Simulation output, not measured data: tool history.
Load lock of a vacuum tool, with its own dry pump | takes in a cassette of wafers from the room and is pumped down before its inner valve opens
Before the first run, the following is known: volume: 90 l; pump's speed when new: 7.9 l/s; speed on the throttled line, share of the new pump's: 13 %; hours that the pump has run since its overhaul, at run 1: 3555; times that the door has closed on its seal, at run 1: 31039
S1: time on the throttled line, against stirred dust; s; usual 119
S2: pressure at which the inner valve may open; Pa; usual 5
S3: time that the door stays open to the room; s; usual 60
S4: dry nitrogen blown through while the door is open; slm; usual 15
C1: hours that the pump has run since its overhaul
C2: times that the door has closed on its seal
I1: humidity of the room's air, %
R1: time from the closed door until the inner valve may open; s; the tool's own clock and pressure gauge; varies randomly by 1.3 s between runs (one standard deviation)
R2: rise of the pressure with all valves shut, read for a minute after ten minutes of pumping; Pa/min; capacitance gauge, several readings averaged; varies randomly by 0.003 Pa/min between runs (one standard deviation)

run 1 hour=0 | S1=119 S2=5 S3=60 S4=15 | C1=3555 C2=31039 | I1=47.1 | R1=217.8 R2=0.01
run 2 hour=147.5 | S1=119 S2=5 S3=60 S4=15 | C1=3702 C2=31344 | I1=44.6 | R1=217.6 R2=0.01
run 3 hour=450.5 | S1=119 S2=5 S3=60 S4=15 | C1=4005 C2=31970 | I1=44 | R1=218.3 R2=0.02
run 4 hour=654.5 | S1=119 S2=5 S3=60 S4=15 | C1=4209 C2=32392 | I1=40.9 | R1=216.9 R2=0.018
run 5 hour=884.5 | S1=119 S2=5 S3=60 S4=15 | C1=4439 C2=32868 | I1=45 | R1=219.5 R2=0.012
run 6 hour=1109.1 | S1=119 S2=5 S3=60 S4=15 | C1=4664 C2=33332 | I1=45.4 | R1=216.6 R2=0.01
run 7 hour=1269.4 | S1=119 S2=5 S3=60 S4=15 | C1=4824 C2=33664 | I1=41.4 | R1=216.4 R2=0.01
run 8 hour=1450.7 | S1=119 S2=5 S3=60 S4=15 | C1=5005 C2=34039 | I1=42.1 | R1=222.1 R2=0.016
run 9 hour=1678.1 | S1=119 S2=5 S3=60 S4=15 | C1=5233 C2=34509 | I1=44.8 | R1=215.7 R2=0.015
run 10 hour=1870.7 | S1=119 S2=5 S3=60 S4=11 | C1=5425 C2=34907 | I1=43 | R1=221.2 R2=0.022
run 11 hour=2033.9 | S1=119 S2=5 S3=60 S4=15 | C1=5588 C2=35245 | I1=44.9 | R1=219.7 R2=0.015
run 12 hour=2302.8 | S1=119 S2=5 S3=60 S4=15 | C1=5857 C2=35801 | I1=48 | R1=216.8 R2=0.022
run 13 hour=2519.9 | S1=119 S2=5 S3=64 S4=15 | C1=6074 C2=36250 | I1=42.5 | R1=216.3 R2=0.016
run 14 hour=2709.7 | S1=119 S2=5 S3=60 S4=19 | C1=6264 C2=36642 | I1=43.7 | R1=219.1 R2=0.014
run 15 hour=2837.3 | S1=119 S2=6 S3=60 S4=15 | C1=6392 C2=36906 | I1=45.6 | R1=214.9 R2=0.017
run 16 hour=3094.4 | S1=83 S2=5 S3=60 S4=15 | C1=6649 C2=37438 | I1=42.7 | R1=186.7 R2=0.012
-- hour=3335.6 door's seal changed, seat wiped
run 17 hour=3345.8 | S1=83 S2=5 S3=60 S4=15 | C1=6899 C2=21 | I1=46 | R1=186.2 R2=0.013
run 18 hour=3567.8 | S1=83 S2=5 S3=60 S4=15 | C1=7121 C2=480 | I1=43 | R1=185.7 R2=0.017
run 19 hour=3777.3 | S1=128 S2=5 S3=60 S4=15 | C1=7330 C2=913 | I1=44.2 | R1=226.9 R2=0.015
run 20 hour=4005.5 | S1=78 S2=5 S3=42 S4=42 | C1=7559 C2=1385 | I1=47.5 | R1=182.3 R2=0.008
run 21 hour=4289.1 | S1=119 S2=5 S3=89 S4=15 | C1=7842 C2=1972 | I1=44.8 | R1=215.8 R2=0.013
run 22 hour=4416.5 | S1=139 S2=5 S3=89 S4=11 | C1=7970 C2=2235 | I1=44.2 | R1=234 R2=0.022
run 23 hour=4596.5 | S1=138 S2=5 S3=89 S4=11 | C1=8150 C2=2607 | I1=45.6 | R1=232.1 R2=0.017
run 24 hour=4813.4 | S1=168 S2=9 S3=65 S4=27 | C1=8366 C2=3056 | I1=44.3 | R1=254 R2=0.012
run 25 hour=5006.5 | S1=128 S2=5 S3=41 S4=15 | C1=8560 C2=3455 | I1=44.2 | R1=223.8 R2=0.009
run 26 hour=5151.7 | S1=128 S2=5 S3=41 S4=15 | C1=8705 C2=3755 | I1=46.1 | R1=226.4 R2=0.014
run 27 hour=5396.2 | S1=128 S2=5 S3=41 S4=15 | C1=8949 C2=4261 | I1=43.1 | R1=225.5 R2=0.012
run 28 hour=5557.1 | S1=128 S2=5 S3=41 S4=15 | C1=9110 C2=4594 | I1=43.3 | R1=225.4 R2=0.01
run 29 hour=5772.4 | S1=128 S2=5 S3=41 S4=6 | C1=9325 C2=5039 | I1=42.5 | R1=226.4 R2=0.017
run 30 hour=6050.1 | S1=233 S2=8 S3=60 S4=37 | C1=9603 C2=5613 | I1=43.9 | R1=309.6 R2=0.007
run 31 hour=6212.7 | S1=155 S2=5 S3=60 S4=15 | C1=9766 C2=5950 | I1=47.4 | R1=247.6 R2=0.017
run 32 hour=6443.4 | S1=155 S2=5 S3=60 S4=15 | C1=9996 C2=6427 | I1=45.2 | R1=252.3 R2=0.014
run 33 hour=6665.6 | S1=130 S2=6 S3=60 S4=7 | C1=10219 C2=6886 | I1=44.8 | R1=227.5 R2=0.016
run 34 hour=6929.8 | S1=147 S2=8 S3=193 S4=15 | C1=10483 C2=7433 | I1=44.3 | R1=235.9 R2=0.031
run 35 hour=7215.3 | S1=147 S2=8 S3=193 S4=15 | C1=10768 C2=8023 | I1=46.5 | R1=237.9 R2=0.032
run 36 hour=7387.8 | S1=119 S2=7 S3=60 S4=4 | C1=10941 C2=8380 | I1=48 | R1=211.8 R2=0.023
run 37 hour=7597.7 | S1=119 S2=7 S3=37 S4=4 | C1=11151 C2=8814 | I1=44.5 | R1=212.8 R2=0.018

Here are 4 independent what-if runs from the current tool condition. What would each one return?
run A hour=7826.2 | S1=176 S2=5 S3=28 S4=15 | C1=11379 C2=9286 | I1=45.8 | R1=? R2=?
run B hour=7826.2 | S1=211 S2=7 S3=37 S4=4 | C1=11379 C2=9286 | I1=47.7 | R1=? R2=?
run C hour=7826.2 | S1=203 S2=5 S3=36 S4=7 | C1=11379 C2=9286 | I1=43.4 | R1=? R2=?
run D hour=7826.2 | S1=119 S2=5 S3=60 S4=28 | C1=11379 C2=9286 | I1=47.7 | R1=? R2=?

run=A R1=266.3 R2=0.009
run=B R1=293.6 R2=0.017
run=C R1=289 R2=0.01
run=D R1=219 R2=0.013
Had the tool no hidden state, the same runs would have come out as:
run=A R1=266.3 R2=0.009
run=B R1=293.6 R2=0.017
run=C R1=289 R2=0.01
run=D R1=219 R2=0.013
